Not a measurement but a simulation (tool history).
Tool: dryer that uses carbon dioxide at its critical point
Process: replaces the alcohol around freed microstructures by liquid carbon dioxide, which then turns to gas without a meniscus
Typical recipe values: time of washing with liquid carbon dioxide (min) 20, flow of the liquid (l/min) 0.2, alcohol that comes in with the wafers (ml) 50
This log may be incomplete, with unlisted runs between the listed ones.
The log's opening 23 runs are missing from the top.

run	day	time of washing with liquid carbon dioxide (min)	flow of the liquid (l/min)	alcohol that comes in with the wafers (ml)	alcohol left in the vessel before it's heated (ppm by volume)
24	15.408	20	0.2	57	182
25	16.167	31	0.212	57	37
26	16.621	31	0.212	57	35
27	16.996	31	0.212	57	33
28	17.833	31	0.212	57	36
29	18.446	31	0.212	57	33
30	18.929	31	0.212	57	38
31	19.6	31	0.212	57	44
32	20.225	14	0.197	31	719
33	20.621	14	0.252	106	744
34	21.25	20	0.146	21	378
35	21.592	20	0.146	21	368
36	22.421	20	0.146	21	395
37	22.825	14	0.127	95	10087
38	23.192	20	0.152	67	960
39	24.025	21	0.2	69	199
40	24.783	31	0.2	43	34
41	25.308	20	0.165	50	544
42	26.133	20	0.165	50	540
43	26.921	29	0.2	51	51
44	27.546	32	0.145	24	61
45	28.346	20	0.208	86	292
46	28.879	16	0.22	21	202
47	29.692	27	0.2	50	59

Each row is a separate what-if for the run after 47, all from the same tool condition, not one after another. Results?
A	30.275	27	0.2	55	?
B	30.275	32	0.143	50	?
C	30.275	20	0.178	24	?
D	30.275	27	0.183	50	?

run	alcohol left in the vessel before it's heated (ppm by volume)
A	63
B	102
C	216
D	88
Had the tool no hidden state, the same runs would have come out as:
run	alcohol left in the vessel before it's heated (ppm by volume)
A	14
B	33
C	111
D	30

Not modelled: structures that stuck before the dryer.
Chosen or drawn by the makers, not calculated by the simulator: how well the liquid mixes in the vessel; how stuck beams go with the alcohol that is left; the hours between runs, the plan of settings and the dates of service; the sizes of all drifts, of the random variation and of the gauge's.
